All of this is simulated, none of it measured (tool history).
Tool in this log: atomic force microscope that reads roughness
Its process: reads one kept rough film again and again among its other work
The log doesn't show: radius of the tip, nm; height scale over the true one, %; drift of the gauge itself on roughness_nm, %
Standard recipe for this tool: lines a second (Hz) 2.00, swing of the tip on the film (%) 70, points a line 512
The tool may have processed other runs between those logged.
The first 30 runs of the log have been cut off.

run	hour	lines a second (Hz)	swing of the tip on the film (%)	points a line	pictures with this tip	hours of work since the height scale was calibrated	roughness of the kept film (nm (root mean square))
31	371.0	1.62	59	512	238	711	2.712
32	380.1	2.00	70	378	261	718	2.576
33	392.9	2.00	70	378	292	727	2.568
# hour 399.4: new tip fitted
34	408.7	1.79	67	313	23	739	2.842
35	416.8	2.38	65	512	43	745	2.800
36	432.2	2.38	65	512	81	756	2.751
37	439.0	2.38	89	307	98	761	2.440
38	450.8	2.38	89	307	128	770	2.423
39	464.2	1.02	70	512	161	780	2.755
40	479.4	1.02	70	512	199	791	2.702
41	493.1	1.02	70	512	233	801	2.662
42	502.4	1.02	70	512	256	808	2.672
43	512.4	1.02	70	512	280	816	2.638
44	522.0	1.02	70	512	304	823	2.619
# hour 523.9: new tip fitted
45	537.2	0.59	69	528	32	834	2.909
46	549.0	1.31	88	512	62	843	2.685
47	556.4	1.31	88	512	80	848	2.650
48	569.1	1.04	89	873	112	858	2.648
49	585.2	1.89	64	873	152	870	2.710
50	592.9	2.00	61	323	171	875	2.718
51	601.8	1.97	85	465	193	882	2.497
52	611.2	2.50	69	512	216	889	2.604
53	624.3	2.50	69	512	249	899	2.568

4 options for the next run, each taken on its own from the tool as it stands now. Forecast them:
A	634.1	1.53	69	512	273	906	?
B	634.1	1.44	69	512	273	906	?
C	634.1	2.90	70	512	273	906	?
D	634.1	1.00	70	499	273	906	?

run	roughness of the kept film (nm (root mean square))
A	2.620
B	2.625
C	2.509
D	2.642
With no hidden state in the tool, these same runs would have given:
run	roughness of the kept film (nm (root mean square))
A	2.861
B	2.868
C	2.740
D	2.886
